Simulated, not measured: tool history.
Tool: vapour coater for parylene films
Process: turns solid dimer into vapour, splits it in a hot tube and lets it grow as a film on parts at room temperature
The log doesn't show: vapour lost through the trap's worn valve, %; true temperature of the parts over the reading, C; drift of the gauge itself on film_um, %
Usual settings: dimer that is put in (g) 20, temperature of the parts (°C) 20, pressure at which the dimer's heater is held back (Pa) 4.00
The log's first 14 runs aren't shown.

run   hour  dimer that is put in (g)  temperature of the parts (°C)  pressure at which the dimer's heater is held back (Pa)  hours of work since the trap's valve was overhauled  hours of work since the table's thermometer was calibrated  thickness of the film (nm)
 15  171.8                         9                             20                                                    4.00                                                  407                                                          44                        1780
     177.4  -- table's thermometer calibrated, once more
 16  189.3                        35                             27                                                    7.78                                                  420                                                           9                        4860
 17  205.8                        24                             20                                                    8.02                                                  432                                                          21                        4340
 18  223.2                        26                             20                                                   11.24                                                  445                                                          35                        4490
 19  233.6                        26                             20                                                   11.24                                                  453                                                          42                        4430
     239.2  -- trap's valve overhauled
 20  245.5                        24                             12                                                    4.98                                                    5                                                          48                        6720
 21  253.6                        24                             17                                                    4.32                                                   11                                                          54                        5780
 22  262.1                        24                             27                                                    4.32                                                   17                                                          61                        3930
 23  279.4                        20                             19                                                    4.00                                                   30                                                          74                        4490
 24  296.5                        14                             19                                                    4.79                                                   43                                                          87                        3030
 25  311.8                        14                             19                                                    4.79                                                   55                                                          98                        3040
 26  329.0                        14                             15                                                    5.87                                                   68                                                         111                        3430
 27  343.3                        14                             15                                                    5.87                                                   79                                                         122                        3440
 28  356.4                        12                             20                                                    4.00                                                   88                                                         132                        2530
 29  368.3                        12                             20                                                    4.00                                                   98                                                         141                        2550
 30  376.0                        20                             16                                                    4.00                                                  103                                                         147                        4870

Forecast each of these 4 alternatives for the next run:
  A  384.2                        25                             16                                                    4.00                                                  110                                                         153                           ?
  B  384.2                        16                             20                                                    4.84                                                  110                                                         153                           ?
  C  384.2                        34                             20                                                    7.19                                                  110                                                         153                           ?
  D  384.2                        15                             20                                                    7.54                                                  110                                                         153                           ?

run  thickness of the film (nm)
  A                        6110
  B                        3330
  C                        6640
  D                        2890
Without the tool's hidden state the same runs would have given:
run  thickness of the film (nm)
  A                        6300
  B                        3430
  C                        6850
  D                        2980
